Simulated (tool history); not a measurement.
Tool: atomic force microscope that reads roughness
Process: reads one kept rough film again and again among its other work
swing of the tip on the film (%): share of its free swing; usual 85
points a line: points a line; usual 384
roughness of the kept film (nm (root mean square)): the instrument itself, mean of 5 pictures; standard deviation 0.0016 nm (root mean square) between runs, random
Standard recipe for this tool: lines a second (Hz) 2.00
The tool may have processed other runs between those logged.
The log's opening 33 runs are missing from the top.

| run | hour | lines a second (Hz) | swing of the tip on the film (%) | points a line | roughness of the kept film (nm (root mean square)) |
|---|---|---|---|---|---|
| 34 | 506.2 | 1.33 | 61 | 870 | 0.675 |
| 35 | 517.6 | 1.19 | 56 | 507 | 0.677 |
| 36 | 533.9 | 1.19 | 56 | 507 | 0.677 |
|  | 535.9 | new tip fitted |
|  | 536.9 | height scale calibrated on a step standard |
| 37 | 546.0 | 1.19 | 75 | 325 | 0.679 |
| 38 | 556.8 | 1.89 | 72 | 509 | 0.674 |
| 39 | 574.2 | 1.89 | 61 | 509 | 0.685 |
|  | 590.6 | height scale calibrated on a step standard, once more |
| 40 | 595.4 | 1.89 | 61 | 509 | 0.680 |
| 41 | 613.2 | 2.14 | 56 | 1010 | 0.680 |
| 42 | 635.1 | 1.97 | 69 | 384 | 0.666 |
| 43 | 646.3 | 1.97 | 69 | 384 | 0.665 |
| 44 | 663.7 | 0.87 | 70 | 768 | 0.677 |
| 45 | 677.0 | 0.56 | 67 | 395 | 0.683 |
| 46 | 694.6 | 0.88 | 67 | 395 | 0.678 |
| 47 | 713.7 | 1.02 | 69 | 579 | 0.677 |
| 48 | 729.7 | 0.54 | 61 | 384 | 0.683 |
| 49 | 751.8 | 1.02 | 82 | 389 | 0.662 |
| 50 | 761.3 | 1.02 | 82 | 389 | 0.662 |
| 51 | 771.8 | 1.02 | 73 | 858 | 0.670 |
| 52 | 795.2 | 2.00 | 62 | 547 | 0.667 |

3 options for the next run, each taken on its own from the tool as it stands now. Forecast them:
| A | 818.4 | 2.00 | 62 | 858 | ? |
| B | 818.4 | 3.78 | 62 | 547 | ? |
| C | 818.4 | 2.00 | 68 | 507 | ? |

| run | roughness of the kept film (nm (root mean square)) |
|---|---|
| A | 0.671 |
| B | 0.654 |
| C | 0.661 |
The same runs, with their run-to-run variation unchanged, on a tool lacking any hidden condition would have given:
| run | roughness of the kept film (nm (root mean square)) |
|---|---|
| A | 0.687 |
| B | 0.670 |
| C | 0.677 |

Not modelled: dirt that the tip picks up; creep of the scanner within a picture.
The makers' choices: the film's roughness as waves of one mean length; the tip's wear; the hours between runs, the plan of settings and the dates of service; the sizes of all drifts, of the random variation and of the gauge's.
